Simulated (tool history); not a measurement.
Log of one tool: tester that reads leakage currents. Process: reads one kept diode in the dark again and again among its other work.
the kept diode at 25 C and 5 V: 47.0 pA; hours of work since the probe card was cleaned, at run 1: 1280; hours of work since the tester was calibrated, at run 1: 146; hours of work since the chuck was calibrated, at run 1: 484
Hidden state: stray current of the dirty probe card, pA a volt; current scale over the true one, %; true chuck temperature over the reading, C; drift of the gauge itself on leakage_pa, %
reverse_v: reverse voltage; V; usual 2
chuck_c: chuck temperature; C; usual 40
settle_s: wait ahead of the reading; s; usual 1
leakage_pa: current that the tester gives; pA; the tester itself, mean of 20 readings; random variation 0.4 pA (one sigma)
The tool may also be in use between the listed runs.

| run | hour | reverse_v | chuck_c | settle_s | hours of work since the probe card was cleaned | hours of work since the tester was calibrated | hours of work since the chuck was calibrated | leakage_pa |
|---|---|---|---|---|---|---|---|---|
| 1 | 0 | 2 | 40 | 1 | 1280 | 146 | 484 | 142.2 |
| 2 | 37.4 | 2 | 40 | 1 | 1301 | 167 | 505 | 142.99 |
| 3 | 68.5 | 2 | 40 | 1 | 1318 | 185 | 523 | 142.66 |
| 4 | 95.5 | 2 | 40 | 1 | 1333 | 200 | 538 | 143.07 |
| 5 | 119.7 | 2 | 40 | 1 | 1347 | 214 | 551 | 143.48 |
| 6 | 142.4 | 2 | 40 | 1 | 1359 | 226 | 564 | 143.77 |
| 7 | 174.3 | 2 | 40 | 1 | 1377 | 244 | 582 | 143.15 |
| 8 | 215.4 | 12.96 | 40 | 1 | 1400 | 267 | 605 | 288.9 |
| 9 | 238.8 | 12.96 | 39 | 1 | 1413 | 280 | 618 | 267.32 |
| 10 | 266.9 | 12.96 | 39 | 1 | 1429 | 296 | 634 | 267.75 |
| 11 | 312.9 | 12.96 | 39 | 1 | 1455 | 322 | 660 | 268.11 |
| 12 | 354.9 | 12.96 | 39 | 1 | 1478 | 345 | 683 | 268.11 |
| 13 | 388.8 | 2 | 40 | 1 | 1498 | 364 | 702 | 145.94 |
| 14 | 426.5 | 2 | 40 | 1 | 1519 | 385 | 723 | 146.42 |
| 15 | 456.6 | 2 | 40 | 1 | 1536 | 402 | 740 | 147.6 |
| 16 | 504.8 | 2 | 40 | 1 | 1563 | 429 | 767 | 147.64 |
| 17 | 535.5 | 2 | 40 | 1 | 1580 | 447 | 784 | 147.9 |
| 18 | 571.6 | 2 | 26 | 1 | 1600 | 467 | 805 | 43.35 |
|  | 575.7 | chuck's temperature calibrated |
| 19 | 603.3 | 5.83 | 39 | 1 | 1617 | 483 | 15 | 218.6 |
| 20 | 651.7 | 2.78 | 47 | 0.88 | 1644 | 511 | 43 | 320.73 |
| 21 | 681.5 | 2.78 | 47 | 0.88 | 1660 | 527 | 59 | 323.33 |
| 22 | 702.1 | 3.36 | 40 | 1.52 | 1672 | 539 | 71 | 194.15 |
| 23 | 723.8 | 16.56 | 20 | 0.92 | 1684 | 551 | 83 | 67.28 |
|  | 751 | chuck's temperature calibrated, once more |
| 24 | 751.9 | 7.1 | 54 | 4 | 1699 | 566 | 1 | 652.22 |
| 25 | 784.5 | 7.1 | 54 | 4 | 1717 | 584 | 19 | 651.36 |
| 26 | 826.6 | 1.36 | 42 | 1.04 | 1741 | 607 | 42 | 134.65 |
| 27 | 851 | 1.36 | 55 | 1.04 | 1754 | 621 | 56 | 385.49 |
| 28 | 877.8 | 9.92 | 40 | 8.3 | 1769 | 636 | 71 | 237.77 |
| 29 | 920.4 | 9.92 | 40 | 8.3 | 1793 | 660 | 95 | 239.46 |
| 30 | 957.6 | 3.1 | 40 | 8.3 | 1814 | 681 | 116 | 154.78 |
| 31 | 998.3 | 3.1 | 50 | 8.3 | 1837 | 704 | 139 | 354.67 |
| 32 | 1047.7 | 6.36 | 27 | 7.19 | 1864 | 731 | 166 | 66.37 |
| 33 | 1089.9 | 6.36 | 27 | 7.19 | 1888 | 755 | 190 | 67.05 |
| 34 | 1132.3 | 7.96 | 57 | 0.35 | 1912 | 779 | 214 | 874.46 |

Some steps in leakage_pa between neighbouring runs. How much of each would the tool show without its hidden state too (settings, what came in, random variation), and how much is left for the hidden state, with any gauge scatter that isn't in both results?
Run 18 -> 19: reverse_v 2 -> 5.83, chuck_c 26 -> 39, chuck's temperature calibrated. leakage_pa +175.25 pA: hidden state +34.74, all else +140.51.
Run 21 -> 22: reverse_v 2.78 -> 3.36, chuck_c 47 -> 40, settle_s 0.88 -> 1.52. leakage_pa -129.18 pA: hidden state -20.51, all else -108.67.
Run 23 -> 24: reverse_v 16.56 -> 7.1, chuck_c 20 -> 54, settle_s 0.92 -> 4, chuck's temperature calibrated, once more. leakage_pa +584.94 pA: hidden state -23.66, all else +608.6.
Run 25 -> 26: reverse_v 7.1 -> 1.36, chuck_c 54 -> 42, settle_s 4 -> 1.04. leakage_pa -516.71 pA: hidden state +1.68, all else -518.39.
Run 33 -> 34: reverse_v 6.36 -> 7.96, chuck_c 27 -> 57, settle_s 7.19 -> 0.35. leakage_pa +807.41 pA: hidden state +13.51, all else +793.9.

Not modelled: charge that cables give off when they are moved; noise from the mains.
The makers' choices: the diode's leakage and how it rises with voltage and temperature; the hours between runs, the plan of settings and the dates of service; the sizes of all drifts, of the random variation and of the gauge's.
